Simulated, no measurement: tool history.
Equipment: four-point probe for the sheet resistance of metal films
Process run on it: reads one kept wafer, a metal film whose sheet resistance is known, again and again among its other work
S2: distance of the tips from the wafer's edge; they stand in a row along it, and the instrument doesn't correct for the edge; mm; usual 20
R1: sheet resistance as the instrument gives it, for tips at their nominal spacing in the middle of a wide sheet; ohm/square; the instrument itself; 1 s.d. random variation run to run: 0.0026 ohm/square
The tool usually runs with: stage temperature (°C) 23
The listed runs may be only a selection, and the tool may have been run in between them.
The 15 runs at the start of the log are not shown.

run 16 day=18.479 | stage_temperature_(°C)=27 S2=20 | R1=12.900236
run 17 day=19.462 | stage_temperature_(°C)=26 S2=4 | R1=13.009891
run 18 day=20.354 | stage_temperature_(°C)=22 S2=8 | R1=12.941556
run 19 day=21.742 | stage_temperature_(°C)=22 S2=8 | R1=12.938148
run 20 day=23.017 | stage_temperature_(°C)=34 S2=62 | R1=12.862289
run 21 day=24.008 | stage_temperature_(°C)=34 S2=62 | R1=12.863406
run 22 day=25.279 | stage_temperature_(°C)=27 S2=41 | R1=12.888875
run 23 day=26.742 | stage_temperature_(°C)=31 S2=8 | R1=12.891997
run 24 day=28.079 | stage_temperature_(°C)=23 S2=5 | R1=12.966294
run 25 day=28.750 | stage_temperature_(°C)=33 S2=3 | R1=13.051875
run 26 day=30.025 | stage_temperature_(°C)=33 S2=3 | R1=13.047638
run 27 day=31.067 | stage_temperature_(°C)=23 S2=44 | R1=12.897516
run 28 day=31.846 | stage_temperature_(°C)=21 S2=51 | R1=12.905265
run 29 day=32.550 | stage_temperature_(°C)=27 S2=22 | R1=12.881211
run 30 day=33.496 | stage_temperature_(°C)=29 S2=7 | R1=12.899325
run 31 day=34.996 | stage_temperature_(°C)=20 S2=8 | R1=12.934860
run 32 day=36.396 | stage_temperature_(°C)=35 S2=20 | R1=12.844627

5 options for the next run, each taken on its own from the tool as it stands now. Forecast them:
run A day=37.946 | stage_temperature_(°C)=35 S2=24 | R1=?
run B day=37.946 | stage_temperature_(°C)=19 S2=24 | R1=?
run C day=37.946 | stage_temperature_(°C)=20 S2=5 | R1=?
run D day=37.946 | stage_temperature_(°C)=29 S2=4 | R1=?
run E day=37.946 | stage_temperature_(°C)=28 S2=6 | R1=?

run=A R1=12.839607
run=B R1=12.906150
run=C R1=12.969287
run=D R1=12.972921
run=E R1=12.917822
Had the tool no hidden state, the same runs would have come out as:
run=A R1=12.981750
run=B R1=13.049424
run=C R1=13.113183
run=D R1=13.116599
run=E R1=13.060962
